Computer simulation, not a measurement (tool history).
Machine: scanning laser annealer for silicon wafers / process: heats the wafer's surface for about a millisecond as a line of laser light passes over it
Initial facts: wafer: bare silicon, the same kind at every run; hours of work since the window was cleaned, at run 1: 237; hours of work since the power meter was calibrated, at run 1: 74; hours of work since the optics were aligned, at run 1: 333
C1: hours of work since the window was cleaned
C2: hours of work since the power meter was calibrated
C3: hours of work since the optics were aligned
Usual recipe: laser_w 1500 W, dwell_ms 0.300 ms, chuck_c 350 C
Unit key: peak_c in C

run 1 hour=0.0 | laser_w=1500 dwell_ms=0.300 chuck_c=350 | C1=237 C2=74 C3=333 | peak_c=1196
run 2 hour=10.6 | laser_w=1500 dwell_ms=0.300 chuck_c=350 | C1=244 C2=81 C3=340 | peak_c=1198
run 3 hour=17.2 | laser_w=1633 dwell_ms=0.300 chuck_c=350 | C1=248 C2=85 C3=345 | peak_c=1275
run 4 hour=21.9 | laser_w=1633 dwell_ms=0.300 chuck_c=350 | C1=251 C2=88 C3=348 | peak_c=1273
run 5 hour=29.5 | laser_w=1633 dwell_ms=0.300 chuck_c=350 | C1=256 C2=93 C3=353 | peak_c=1274
run 6 hour=35.7 | laser_w=1633 dwell_ms=0.300 chuck_c=350 | C1=261 C2=97 C3=357 | peak_c=1276
run 7 hour=41.8 | laser_w=1633 dwell_ms=0.300 chuck_c=350 | C1=265 C2=101 C3=361 | peak_c=1272
run 8 hour=49.0 | laser_w=1633 dwell_ms=0.300 chuck_c=350 | C1=269 C2=106 C3=366 | peak_c=1270
run 9 hour=53.7 | laser_w=1500 dwell_ms=0.300 chuck_c=350 | C1=272 C2=109 C3=369 | peak_c=1196
run 10 hour=61.4 | laser_w=1500 dwell_ms=0.300 chuck_c=350 | C1=278 C2=114 C3=374 | peak_c=1197
run 11 hour=71.9 | laser_w=1500 dwell_ms=0.300 chuck_c=350 | C1=284 C2=121 C3=381 | peak_c=1197

The next listed run, before its measurement:
run 12 hour=78.0 | laser_w=1447 dwell_ms=0.274 chuck_c=359 | C1=288 C2=125 C3=385 | peak_c=?

{"run 12": {"peak_c": 1145}}
Were there no unlogged condition in the tool, this run, its random variation unchanged, would have produced peak_c 1146 C.

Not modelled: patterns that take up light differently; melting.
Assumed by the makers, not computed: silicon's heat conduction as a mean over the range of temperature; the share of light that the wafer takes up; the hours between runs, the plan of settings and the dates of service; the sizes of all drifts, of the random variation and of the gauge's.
